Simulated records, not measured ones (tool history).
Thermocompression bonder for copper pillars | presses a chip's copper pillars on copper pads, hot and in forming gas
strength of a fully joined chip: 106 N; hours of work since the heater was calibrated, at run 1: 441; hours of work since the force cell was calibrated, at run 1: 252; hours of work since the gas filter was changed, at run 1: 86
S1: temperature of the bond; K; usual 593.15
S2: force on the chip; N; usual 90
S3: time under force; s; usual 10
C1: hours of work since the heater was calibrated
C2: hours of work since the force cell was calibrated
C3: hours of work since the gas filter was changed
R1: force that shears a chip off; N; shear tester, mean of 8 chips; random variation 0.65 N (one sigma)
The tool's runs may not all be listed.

| run | hour | S1 | S2 | S3 | C1 | C2 | C3 | R1 |
|---|---|---|---|---|---|---|---|---|
| 1 | 0.0 | 593.15 | 90 | 10 | 441 | 252 | 86 | 65.8 |
| 2 | 6.7 | 593.15 | 90 | 10 | 444 | 255 | 89 | 64.2 |
| 3 | 15.8 | 593.15 | 95 | 10 | 448 | 260 | 93 | 66.6 |
| 4 | 28.2 | 593.15 | 90 | 10 | 454 | 265 | 99 | 66.0 |
| 5 | 39.1 | 593.15 | 90 | 10 | 459 | 270 | 104 | 64.9 |
| 6 | 46.8 | 593.15 | 90 | 10 | 463 | 274 | 108 | 65.4 |
| 7 | 58.3 | 593.15 | 90 | 10 | 468 | 279 | 113 | 65.7 |
| 8 | 70.7 | 593.15 | 90 | 14 | 474 | 285 | 119 | 72.2 |
| 9 | 77.6 | 593.15 | 90 | 14 | 477 | 288 | 122 | 70.7 |
| 10 | 86.5 | 593.15 | 90 | 14 | 481 | 293 | 126 | 71.6 |
| 11 | 97.2 | 593.15 | 90 | 14 | 486 | 297 | 131 | 71.4 |
| 12 | 111.0 | 593.15 | 90 | 14 | 493 | 304 | 138 | 72.6 |
| 13 | 120.2 | 593.15 | 90 | 10 | 497 | 308 | 142 | 64.6 |
| 14 | 131.9 | 593.15 | 79 | 10 | 502 | 314 | 147 | 60.4 |
| 15 | 139.6 | 593.15 | 83 | 10 | 506 | 317 | 151 | 61.3 |
| 16 | 154.6 | 593.15 | 90 | 10 | 513 | 324 | 158 | 64.0 |
| 17 | 165.5 | 593.15 | 90 | 10 | 518 | 329 | 163 | 63.5 |
| 18 | 172.8 | 593.15 | 90 | 10 | 521 | 333 | 166 | 64.3 |
| 19 | 186.5 | 593.15 | 90 | 10 | 528 | 339 | 173 | 64.3 |
| 20 | 193.0 | 593.15 | 90 | 10 | 531 | 342 | 176 | 64.4 |
| 21 | 200.8 | 593.15 | 90 | 10 | 534 | 346 | 179 | 63.8 |
| 22 | 208.5 | 593.15 | 90 | 10 | 538 | 349 | 183 | 63.1 |
| 23 | 215.1 | 577.15 | 108 | 17 | 541 | 352 | 186 | 72.1 |
| 24 | 224.5 | 577.15 | 108 | 17 | 545 | 357 | 190 | 71.1 |
| 25 | 235.0 | 577.15 | 108 | 17 | 550 | 362 | 195 | 71.9 |
| 26 | 247.4 | 577.15 | 108 | 19 | 556 | 367 | 201 | 73.6 |
| 27 | 254.0 | 577.15 | 108 | 19 | 559 | 370 | 204 | 74.5 |
| 28 | 260.6 | 589.15 | 90 | 6 | 562 | 373 | 207 | 53.3 |
| 29 | 269.0 | 585.15 | 131 | 14 | 566 | 377 | 211 | 75.7 |
| 30 | 277.3 | 594.15 | 125 | 10 | 570 | 381 | 215 | 71.4 |
| 31 | 288.0 | 594.15 | 125 | 10 | 575 | 386 | 220 | 72.7 |
|  | 289.8 | forming gas filter changed |
| 32 | 301.5 | 583.15 | 97 | 23 | 581 | 392 | 5 | 81.9 |
| 33 | 308.7 | 615.15 | 90 | 13 | 584 | 396 | 9 | 81.3 |
| 34 | 318.3 | 580.15 | 68 | 15 | 589 | 400 | 13 | 64.9 |
| 35 | 330.8 | 615.15 | 89 | 11 | 594 | 406 | 19 | 77.8 |
| 36 | 345.0 | 615.15 | 89 | 11 | 601 | 412 | 26 | 78.9 |
| 37 | 359.8 | 615.15 | 89 | 11 | 608 | 419 | 33 | 77.2 |
| 38 | 374.9 | 593.15 | 105 | 10 | 615 | 426 | 40 | 73.6 |
| 39 | 387.7 | 593.15 | 105 | 10 | 621 | 432 | 46 | 70.5 |

3 ways to go on from here, each from the tool as it stands after run 39. What would each give?
| A | 398.9 | 616.15 | 98 | 9 | 626 | 438 | 51 | ? |
| B | 398.9 | 593.15 | 126 | 10 | 626 | 438 | 51 | ? |
| C | 398.9 | 582.15 | 126 | 15 | 626 | 438 | 51 | ? |

| run | R1 |
|---|---|
| A | 77.0 |
| B | 77.3 |
| C | 79.2 |
Without the tool's hidden state the same runs would have given:
| run | R1 |
|---|---|
| A | 75.0 |
| B | 75.2 |
| C | 77.2 |
